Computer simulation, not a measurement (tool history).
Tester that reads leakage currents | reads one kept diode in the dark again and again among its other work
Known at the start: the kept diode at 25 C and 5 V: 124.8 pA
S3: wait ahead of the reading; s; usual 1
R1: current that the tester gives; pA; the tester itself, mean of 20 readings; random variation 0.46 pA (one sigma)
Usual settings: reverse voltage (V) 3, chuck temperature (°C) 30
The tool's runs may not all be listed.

run 1 hour=0 | reverse_voltage_(V)=3 chuck_temperature_(°C)=30 S3=1 | R1=166.9
run 2 hour=29.5 | reverse_voltage_(V)=3 chuck_temperature_(°C)=30 S3=1 | R1=167.28
run 3 hour=80.5 | reverse_voltage_(V)=3 chuck_temperature_(°C)=30 S3=1 | R1=167.89
-- hour=87.5 chuck's temperature calibrated
run 4 hour=110.2 | reverse_voltage_(V)=3 chuck_temperature_(°C)=30 S3=1 | R1=175.55
run 5 hour=133.5 | reverse_voltage_(V)=3 chuck_temperature_(°C)=30 S3=1 | R1=176.73
run 6 hour=170.5 | reverse_voltage_(V)=3 chuck_temperature_(°C)=30 S3=1 | R1=177.49
run 7 hour=218.6 | reverse_voltage_(V)=10.78 chuck_temperature_(°C)=30 S3=1.95 | R1=331.12
run 8 hour=246.3 | reverse_voltage_(V)=3 chuck_temperature_(°C)=30 S3=3.16 | R1=179.82
-- hour=264.7 chuck's temperature calibrated, once more
run 9 hour=274.1 | reverse_voltage_(V)=3 chuck_temperature_(°C)=30 S3=3.16 | R1=155.19
run 10 hour=324.8 | reverse_voltage_(V)=5.51 chuck_temperature_(°C)=33 S3=0.74 | R1=268.43
run 11 hour=349.3 | reverse_voltage_(V)=5.51 chuck_temperature_(°C)=21 S3=2.04 | R1=99.69

The same runs without the tool's hidden state, with the same run-to-run variation:
The hidden state here: stray current of the dirty probe card, pA a volt; current scale over the true one, %; true chuck temperature over the reading, C; drift of the gauge itself on leakage_pa, %.
run=1 R1=151.9
run=2 R1=151.92
run=3 R1=151.88
run=4 R1=150.64
run=5 R1=151.41
run=6 R1=151.65
run=7 R1=276.19
run=8 R1=152.81
run=9 R1=151.16
run=10 R1=260.03
run=11 R1=91.56
